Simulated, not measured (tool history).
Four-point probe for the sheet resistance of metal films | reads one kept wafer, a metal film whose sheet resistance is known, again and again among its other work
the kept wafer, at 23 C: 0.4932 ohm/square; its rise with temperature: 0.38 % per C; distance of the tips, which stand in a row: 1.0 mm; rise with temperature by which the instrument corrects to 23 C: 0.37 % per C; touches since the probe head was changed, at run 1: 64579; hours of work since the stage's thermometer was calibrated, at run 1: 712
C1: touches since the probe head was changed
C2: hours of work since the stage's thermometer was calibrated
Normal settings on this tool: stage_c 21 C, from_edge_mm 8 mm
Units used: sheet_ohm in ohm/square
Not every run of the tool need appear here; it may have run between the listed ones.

{"run": 1, "day": 0.0, "stage_c": 21, "from_edge_mm": 8, "C1": 64579, "C2": 712, "sheet_ohm": 0.500779}
{"run": 2, "day": 2.729, "stage_c": 21, "from_edge_mm": 8, "C1": 67483, "C2": 760, "sheet_ohm": 0.500962}
{"run": 3, "day": 5.212, "stage_c": 21, "from_edge_mm": 8, "C1": 70129, "C2": 804, "sheet_ohm": 0.500958}
{"run": 4, "day": 7.942, "stage_c": 25, "from_edge_mm": 8, "C1": 73033, "C2": 852, "sheet_ohm": 0.501272}
{"run": 5, "day": 10.821, "stage_c": 25, "from_edge_mm": 8, "C1": 76096, "C2": 902, "sheet_ohm": 0.50136}
{"run": 6, "day": 13.325, "stage_c": 30, "from_edge_mm": 21, "C1": 78762, "C2": 946, "sheet_ohm": 0.498064}
{"run": 7, "day": 16.038, "stage_c": 20, "from_edge_mm": 21, "C1": 81649, "C2": 994, "sheet_ohm": 0.49793}
{"run": 8, "day": 19.75, "stage_c": 28, "from_edge_mm": 19, "C1": 85603, "C2": 1059, "sheet_ohm": 0.49867}
{"day": 21.362, "done": "new probe head fitted"}
{"run": 9, "day": 22.733, "stage_c": 35, "from_edge_mm": 6, "C1": 1457, "C2": 1111, "sheet_ohm": 0.500056}
{"run": 10, "day": 25.567, "stage_c": 35, "from_edge_mm": 6, "C1": 4473, "C2": 1160, "sheet_ohm": 0.500147}

Alternative continuations, all from the tool just after run 10; predict every row:
{"run": "A", "day": 28.0, "stage_c": 21, "from_edge_mm": 50, "C1": 7065, "C2": 1203, "sheet_ohm": "?"}
{"run": "B", "day": 28.0, "stage_c": 33, "from_edge_mm": 57, "C1": 7065, "C2": 1203, "sheet_ohm": "?"}
{"run": "C", "day": 28.0, "stage_c": 28, "from_edge_mm": 8, "C1": 7065, "C2": 1203, "sheet_ohm": "?"}
{"run": "D", "day": 28.0, "stage_c": 20, "from_edge_mm": 15, "C1": 7065, "C2": 1203, "sheet_ohm": "?"}

run=A sheet_ohm=0.492666
run=B sheet_ohm=0.492889
run=C sheet_ohm=0.496885
run=D sheet_ohm=0.493741
Without the tool's unlogged condition, the same runs would have read:
run=A sheet_ohm=0.493277
run=B sheet_ohm=0.493468
run=C sheet_ohm=0.497481
run=D sheet_ohm=0.494355
